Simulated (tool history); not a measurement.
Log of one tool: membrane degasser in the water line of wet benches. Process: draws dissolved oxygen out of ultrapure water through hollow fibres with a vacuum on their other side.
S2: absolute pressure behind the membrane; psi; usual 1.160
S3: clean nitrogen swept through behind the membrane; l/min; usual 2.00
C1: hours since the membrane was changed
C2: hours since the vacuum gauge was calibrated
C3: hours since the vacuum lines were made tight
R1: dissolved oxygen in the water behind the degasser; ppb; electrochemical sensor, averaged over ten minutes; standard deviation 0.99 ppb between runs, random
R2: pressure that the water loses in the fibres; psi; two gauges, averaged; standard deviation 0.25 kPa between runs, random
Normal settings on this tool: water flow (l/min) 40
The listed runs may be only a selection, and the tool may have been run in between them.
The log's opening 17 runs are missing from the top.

{"run": 18, "hour": 840.8, "water flow (l/min)": 51, "S2": 2.086, "S3": 2.98, "C1": 1571, "C2": 8125, "C3": 5755, "R1": 417.6, "R2": 12.541}
{"run": 19, "hour": 906.8, "water flow (l/min)": 51, "S2": 2.086, "S3": 2.98, "C1": 1637, "C2": 8191, "C3": 5821, "R1": 420.0, "R2": 12.594}
{"run": 20, "hour": 944.8, "water flow (l/min)": 62, "S2": 2.347, "S3": 1.29, "C1": 1675, "C2": 8229, "C3": 5859, "R1": 1088.4, "R2": 15.258}
{"run": 21, "hour": 978.1, "water flow (l/min)": 62, "S2": 2.876, "S3": 0.93, "C1": 1708, "C2": 8263, "C3": 5892, "R1": 1673.9, "R2": 15.272}
{"run": 22, "hour": 1031.7, "water flow (l/min)": 62, "S2": 2.876, "S3": 0.93, "C1": 1761, "C2": 8316, "C3": 5946, "R1": 1670.5, "R2": 15.2}
{"run": 23, "hour": 1096.1, "water flow (l/min)": 58, "S2": 1.877, "S3": 2.79, "C1": 1826, "C2": 8381, "C3": 6010, "R1": 433.3, "R2": 14.235}
{"run": 24, "hour": 1126.9, "water flow (l/min)": 43, "S2": 0.846, "S3": 2.18, "C1": 1857, "C2": 8412, "C3": 6041, "R1": 118.7, "R2": 10.55}
{"run": 25, "hour": 1166.4, "water flow (l/min)": 50, "S2": 1.912, "S3": 0.98, "C1": 1896, "C2": 8451, "C3": 6080, "R1": 892.1, "R2": 12.315}
{"hour": 1204.0, "done": "vacuum gauge calibrated"}
{"run": 26, "hour": 1227.1, "water flow (l/min)": 50, "S2": 1.912, "S3": 0.98, "C1": 1956, "C2": 23, "C3": 6141, "R1": 887.0, "R2": 12.241}
{"run": 27, "hour": 1288.9, "water flow (l/min)": 34, "S2": 2.531, "S3": 1.48, "C1": 2018, "C2": 85, "C3": 6202, "R1": 667.8, "R2": 8.364}

Forecast run 28:
{"run": 28, "hour": 1360.8, "water flow (l/min)": 25, "S2": 1.16, "S3": 0.98, "C1": 2090, "C2": 157, "C3": 6274, "R1": "?", "R2": "?"}

{"run 28": {"R1": 259.3, "R2": 6.138}}
The same run, on a tool lacking any hidden state, would have yielded R1 259.3 ppb, R2 6.137 psi.
